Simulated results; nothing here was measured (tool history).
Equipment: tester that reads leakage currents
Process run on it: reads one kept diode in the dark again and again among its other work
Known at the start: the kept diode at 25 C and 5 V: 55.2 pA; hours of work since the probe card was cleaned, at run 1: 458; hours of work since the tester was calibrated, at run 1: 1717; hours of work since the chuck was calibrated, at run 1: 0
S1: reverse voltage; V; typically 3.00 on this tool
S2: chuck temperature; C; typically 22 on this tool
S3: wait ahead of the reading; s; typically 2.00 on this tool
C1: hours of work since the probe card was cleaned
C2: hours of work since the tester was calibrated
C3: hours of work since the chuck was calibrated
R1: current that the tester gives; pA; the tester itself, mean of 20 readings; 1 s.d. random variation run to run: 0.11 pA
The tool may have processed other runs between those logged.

run 1 day=0.000 | S1=3.00 S2=22 S3=2.00 | C1=458 C2=1717 C3=0 | R1=36.22
run 2 day=7.567 | S1=1.22 S2=22 S3=2.00 | C1=584 C2=1844 C3=127 | R1=22.78
run 3 day=16.154 | S1=1.22 S2=22 S3=2.00 | C1=728 C2=1987 C3=270 | R1=22.78
-- day=18.558 tester calibrated
run 4 day=26.412 | S1=3.00 S2=22 S3=2.00 | C1=898 C2=131 C3=440 | R1=35.01
run 5 day=31.938 | S1=3.00 S2=22 S3=2.00 | C1=990 C2=224 C3=533 | R1=35.15
run 6 day=37.425 | S1=3.00 S2=22 S3=2.00 | C1=1082 C2=316 C3=625 | R1=35.22
run 7 day=48.575 | S1=3.00 S2=22 S3=2.00 | C1=1269 C2=502 C3=811 | R1=35.29
run 8 day=53.825 | S1=3.00 S2=22 S3=2.00 | C1=1357 C2=590 C3=899 | R1=35.27
-- day=58.238 chuck's temperature calibrated
run 9 day=63.042 | S1=3.00 S2=22 S3=2.00 | C1=1509 C2=743 C3=80 | R1=36.36
run 10 day=70.912 | S1=3.00 S2=22 S3=2.00 | C1=1641 C2=874 C3=212 | R1=36.19
run 11 day=80.208 | S1=3.00 S2=22 S3=2.00 | C1=1796 C2=1030 C3=367 | R1=36.36
run 12 day=87.400 | S1=3.00 S2=22 S3=2.00 | C1=1917 C2=1150 C3=488 | R1=36.19
run 13 day=96.821 | S1=3.00 S2=22 S3=2.00 | C1=2074 C2=1307 C3=645 | R1=36.32
run 14 day=104.475 | S1=14.11 S2=22 S3=2.00 | C1=2202 C2=1436 C3=773 | R1=88.84
run 15 day=114.450 | S1=14.11 S2=22 S3=2.00 | C1=2369 C2=1602 C3=940 | R1=90.01
-- day=116.192 chuck's temperature calibrated
run 16 day=125.333 | S1=14.11 S2=22 S3=2.00 | C1=2550 C2=1783 C3=153 | R1=95.47
-- day=126.475 probe card cleaned and baked
run 17 day=131.896 | S1=14.11 S2=22 S3=2.00 | C1=91 C2=1891 C3=261 | R1=105.77
run 18 day=138.954 | S1=3.00 S2=24 S3=2.00 | C1=209 C2=2009 C3=379 | R1=47.19
-- day=140.025 tester calibrated
run 19 day=148.950 | S1=3.00 S2=24 S3=2.00 | C1=375 C2=149 C3=544 | R1=46.01
-- day=152.088 probe card cleaned and baked, once more
run 20 day=155.992 | S1=1.96 S2=40 S3=2.00 | C1=65 C2=265 C3=660 | R1=114.93
run 21 day=166.833 | S1=3.00 S2=52 S3=0.68 | C1=247 C2=446 C3=841 | R1=345.92
-- day=174.329 chuck's temperature calibrated
run 22 day=177.979 | S1=4.94 S2=53 S3=5.48 | C1=432 C2=631 C3=61 | R1=500.29
run 23 day=188.775 | S1=3.00 S2=22 S3=2.00 | C1=612 C2=812 C3=242 | R1=34.99
run 24 day=198.071 | S1=8.72 S2=39 S3=1.03 | C1=768 C2=967 C3=397 | R1=235.05
run 25 day=202.871 | S1=3.08 S2=39 S3=9.94 | C1=848 C2=1048 C3=477 | R1=138.80
run 26 day=207.396 | S1=3.08 S2=25 S3=0.59 | C1=924 C2=1123 C3=553 | R1=46.99
run 27 day=216.925 | S1=3.08 S2=25 S3=0.59 | C1=1083 C2=1283 C3=712 | R1=46.55
run 28 day=225.900 | S1=3.00 S2=30 S3=2.00 | C1=1233 C2=1433 C3=862 | R1=66.98
run 29 day=231.700 | S1=3.00 S2=30 S3=0.46 | C1=1330 C2=1530 C3=959 | R1=68.59
-- day=232.271 chuck's temperature calibrated
run 30 day=238.692 | S1=6.55 S2=30 S3=0.76 | C1=1446 C2=1645 C3=107 | R1=105.52
run 31 day=246.317 | S1=6.55 S2=30 S3=0.76 | C1=1573 C2=1773 C3=235 | R1=105.54
run 32 day=253.804 | S1=6.55 S2=30 S3=0.76 | C1=1698 C2=1898 C3=360 | R1=106.29
-- day=261.425 tester calibrated
run 33 day=262.875 | S1=1.91 S2=22 S3=7.28 | C1=1849 C2=24 C3=510 | R1=27.92

4 ways to go on from here, each from the tool as it stands after run 33. What would each give?
run A day=268.633 | S1=1.63 S2=38 S3=0.31 | C1=1945 C2=121 C3=607 | R1=?
run B day=268.633 | S1=3.00 S2=40 S3=2.00 | C1=1945 C2=121 C3=607 | R1=?
run C day=268.633 | S1=9.88 S2=22 S3=6.41 | C1=1945 C2=121 C3=607 | R1=?
run D day=268.633 | S1=3.00 S2=23 S3=2.00 | C1=1945 C2=121 C3=607 | R1=?

run=A R1=92.22
run=B R1=144.43
run=C R1=68.58
run=D R1=38.36
Without the tool's hidden state the same runs would have given:
run=A R1=93.39
run=B R1=145.78
run=C R1=60.24
run=D R1=36.46
